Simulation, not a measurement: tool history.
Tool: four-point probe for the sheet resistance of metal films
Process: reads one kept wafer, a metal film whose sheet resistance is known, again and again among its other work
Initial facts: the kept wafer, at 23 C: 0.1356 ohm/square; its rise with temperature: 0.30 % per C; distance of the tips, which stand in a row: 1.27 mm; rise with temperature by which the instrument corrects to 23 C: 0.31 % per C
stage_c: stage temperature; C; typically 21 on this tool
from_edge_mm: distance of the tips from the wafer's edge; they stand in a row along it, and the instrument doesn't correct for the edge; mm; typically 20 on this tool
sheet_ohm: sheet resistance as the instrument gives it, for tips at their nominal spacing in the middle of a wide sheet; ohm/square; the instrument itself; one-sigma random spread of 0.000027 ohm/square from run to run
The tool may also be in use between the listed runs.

| run | hour | stage_c | from_edge_mm | sheet_ohm |
|---|---|---|---|---|
| 1 | 0 | 21 | 20 | 0.13553 |
| 2 | 20.3 | 21 | 20 | 0.13555 |
| 3 | 43.3 | 21 | 20 | 0.135495 |
| 4 | 58.2 | 21 | 20 | 0.135522 |
| 5 | 84.8 | 21 | 20 | 0.135586 |
| 6 | 101.9 | 21 | 20 | 0.13559 |
| 7 | 122 | 18 | 5 | 0.139843 |
| 8 | 137.6 | 19 | 51 | 0.135274 |
| 9 | 163.7 | 19 | 51 | 0.135315 |
| 10 | 192 | 19 | 51 | 0.135275 |
| 11 | 205.8 | 25 | 51 | 0.13534 |

What if the next run were any one of these 5? Each begins from the tool's condition after run 11:
| A | 218.8 | 21 | 51 | ? |
| B | 218.8 | 33 | 58 | ? |
| C | 218.8 | 30 | 6 | ? |
| D | 218.8 | 19 | 20 | ? |
| E | 218.8 | 23 | 20 | ? |

| run | sheet_ohm |
|---|---|
| A | 0.135355 |
| B | 0.135261 |
| C | 0.138398 |
| D | 0.135512 |
| E | 0.135579 |
Without the tool's unlogged condition, the same runs would have read:
| run | sheet_ohm |
|---|---|
| A | 0.135678 |
| B | 0.135581 |
| C | 0.138725 |
| D | 0.135835 |
| E | 0.135902 |
